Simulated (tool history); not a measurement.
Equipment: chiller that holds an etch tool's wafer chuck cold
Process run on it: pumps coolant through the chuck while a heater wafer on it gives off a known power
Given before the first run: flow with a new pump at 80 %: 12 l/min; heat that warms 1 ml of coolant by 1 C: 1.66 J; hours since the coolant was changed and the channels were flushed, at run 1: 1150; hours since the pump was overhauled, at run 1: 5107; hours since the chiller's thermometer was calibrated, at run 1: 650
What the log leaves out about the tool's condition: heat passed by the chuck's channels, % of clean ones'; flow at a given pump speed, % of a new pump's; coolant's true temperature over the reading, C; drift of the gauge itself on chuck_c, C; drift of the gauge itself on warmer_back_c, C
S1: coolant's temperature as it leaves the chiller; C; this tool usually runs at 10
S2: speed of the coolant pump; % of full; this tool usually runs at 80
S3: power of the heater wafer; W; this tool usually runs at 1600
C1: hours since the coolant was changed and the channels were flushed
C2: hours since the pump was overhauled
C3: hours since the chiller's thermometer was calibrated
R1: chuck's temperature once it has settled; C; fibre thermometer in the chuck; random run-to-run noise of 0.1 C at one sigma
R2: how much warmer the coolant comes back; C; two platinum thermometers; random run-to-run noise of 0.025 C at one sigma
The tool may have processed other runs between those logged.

{"run": 1, "day": 0.0, "S1": 10, "S2": 80, "S3": 1600, "C1": 1150, "C2": 5107, "C3": 650, "R1": 26.7, "R2": 4.79}
{"run": 2, "day": 5.442, "S1": 10, "S2": 80, "S3": 1600, "C1": 1281, "C2": 5238, "C3": 781, "R1": 26.9, "R2": 4.8}
{"run": 3, "day": 11.142, "S1": 15, "S2": 80, "S3": 1600, "C1": 1417, "C2": 5375, "C3": 918, "R1": 31.9, "R2": 4.83}
{"run": 4, "day": 16.608, "S1": 10, "S2": 80, "S3": 1600, "C1": 1549, "C2": 5506, "C3": 1049, "R1": 26.8, "R2": 4.82}
{"run": 5, "day": 19.921, "S1": 10, "S2": 80, "S3": 1600, "C1": 1628, "C2": 5586, "C3": 1128, "R1": 26.8, "R2": 4.85}
{"run": 6, "day": 25.988, "S1": 10, "S2": 98, "S3": 1600, "C1": 1774, "C2": 5731, "C3": 1274, "R1": 25.1, "R2": 3.95}
{"run": 7, "day": 30.954, "S1": 10, "S2": 98, "S3": 1600, "C1": 1893, "C2": 5850, "C3": 1393, "R1": 25.1, "R2": 3.99}
{"run": 8, "day": 34.304, "S1": 10, "S2": 98, "S3": 1600, "C1": 1973, "C2": 5931, "C3": 1473, "R1": 25.0, "R2": 4.0}
{"run": 9, "day": 38.038, "S1": 10, "S2": 98, "S3": 1600, "C1": 2063, "C2": 6020, "C3": 1563, "R1": 24.9, "R2": 4.0}
{"run": 10, "day": 41.083, "S1": 16, "S2": 98, "S3": 1600, "C1": 2136, "C2": 6093, "C3": 1636, "R1": 31.0, "R2": 3.98}
{"run": 11, "day": 43.621, "S1": 16, "S2": 98, "S3": 1139, "C1": 2197, "C2": 6154, "C3": 1697, "R1": 26.7, "R2": 2.85}
{"run": 12, "day": 48.533, "S1": 16, "S2": 98, "S3": 1139, "C1": 2315, "C2": 6272, "C3": 1815, "R1": 26.7, "R2": 2.91}
{"run": 13, "day": 54.021, "S1": 16, "S2": 98, "S3": 1139, "C1": 2446, "C2": 6404, "C3": 1947, "R1": 26.8, "R2": 2.84}
{"run": 14, "day": 57.088, "S1": 16, "S2": 80, "S3": 1600, "C1": 2520, "C2": 6478, "C3": 2020, "R1": 32.8, "R2": 4.87}
{"run": 15, "day": 61.704, "S1": 10, "S2": 80, "S3": 1683, "C1": 2631, "C2": 6588, "C3": 2131, "R1": 27.7, "R2": 5.18}
{"run": 16, "day": 64.383, "S1": 10, "S2": 80, "S3": 1600, "C1": 2695, "C2": 6653, "C3": 2195, "R1": 26.6, "R2": 4.92}
{"run": 17, "day": 68.754, "S1": 18, "S2": 76, "S3": 1600, "C1": 2800, "C2": 6758, "C3": 2300, "R1": 35.1, "R2": 5.18}
{"day": 70.125, "done": "chiller's thermometer calibrated"}
{"run": 18, "day": 74.317, "S1": 18, "S2": 76, "S3": 1600, "C1": 2933, "C2": 6890, "C3": 101, "R1": 35.5, "R2": 5.21}
{"run": 19, "day": 77.779, "S1": 10, "S2": 82, "S3": 1600, "C1": 3016, "C2": 6973, "C3": 184, "R1": 26.6, "R2": 4.81}
{"run": 20, "day": 82.833, "S1": 10, "S2": 82, "S3": 1600, "C1": 3137, "C2": 7094, "C3": 305, "R1": 26.6, "R2": 4.79}
{"run": 21, "day": 85.754, "S1": 8, "S2": 98, "S3": 1582, "C1": 3207, "C2": 7165, "C3": 375, "R1": 22.9, "R2": 3.95}
{"run": 22, "day": 89.058, "S1": 5, "S2": 65, "S3": 1600, "C1": 3286, "C2": 7244, "C3": 454, "R1": 24.0, "R2": 6.1}
{"day": 92.292, "done": "coolant pump overhauled"}
{"run": 23, "day": 94.179, "S1": 5, "S2": 65, "S3": 1600, "C1": 3404, "C2": 45, "C3": 572, "R1": 23.8, "R2": 6.09}
{"run": 24, "day": 99.088, "S1": 15, "S2": 65, "S3": 994, "C1": 3522, "C2": 163, "C3": 690, "R1": 26.8, "R2": 3.8}
{"run": 25, "day": 103.292, "S1": 10, "S2": 80, "S3": 1007, "C1": 3623, "C2": 264, "C3": 791, "R1": 20.6, "R2": 3.14}
{"run": 26, "day": 107.454, "S1": 10, "S2": 80, "S3": 1007, "C1": 3723, "C2": 364, "C3": 891, "R1": 20.6, "R2": 3.16}
{"run": 27, "day": 111.008, "S1": 3, "S2": 71, "S3": 1007, "C1": 3808, "C2": 449, "C3": 976, "R1": 14.4, "R2": 3.58}
{"day": 111.688, "done": "gauge calibrated"}
{"run": 28, "day": 114.771, "S1": 14, "S2": 80, "S3": 1600, "C1": 3898, "C2": 540, "C3": 1067, "R1": 30.8, "R2": 4.85}
{"run": 29, "day": 120.162, "S1": 7, "S2": 94, "S3": 1699, "C1": 4028, "C2": 669, "C3": 1196, "R1": 23.4, "R2": 4.38}
{"run": 30, "day": 123.708, "S1": 13, "S2": 72, "S3": 1600, "C1": 4113, "C2": 754, "C3": 1281, "R1": 30.8, "R2": 5.4}
{"run": 31, "day": 127.633, "S1": 13, "S2": 72, "S3": 1600, "C1": 4207, "C2": 848, "C3": 1375, "R1": 30.6, "R2": 5.38}

Below, some changes in R2 between adjacent runs. For each, the amount present without the hidden state too (settings, incoming material, random variation) and the amount remaining for the hidden state with gauge scatter not shared by both compared results:
Run 13 -> 14: S2 98 -> 80, S3 1139 -> 1600. R2 +2.03 C: hidden state +0.00, all else +2.03.
Run 15 -> 16: S3 1683 -> 1600. R2 -0.26 C: hidden state +0.02, all else -0.28.
Run 21 -> 22: S1 8 -> 5, S2 98 -> 65, S3 1582 -> 1600. R2 +2.15 C: hidden state +0.00, all else +2.15.
Run 23 -> 24: S1 5 -> 15, S3 1600 -> 994. R2 -2.29 C: hidden state +0.02, all else -2.31.
Run 27 -> 28: S1 3 -> 14, S2 71 -> 80, S3 1007 -> 1600, gauge calibrated. R2 +1.27 C: hidden state -0.13, all else +1.40.
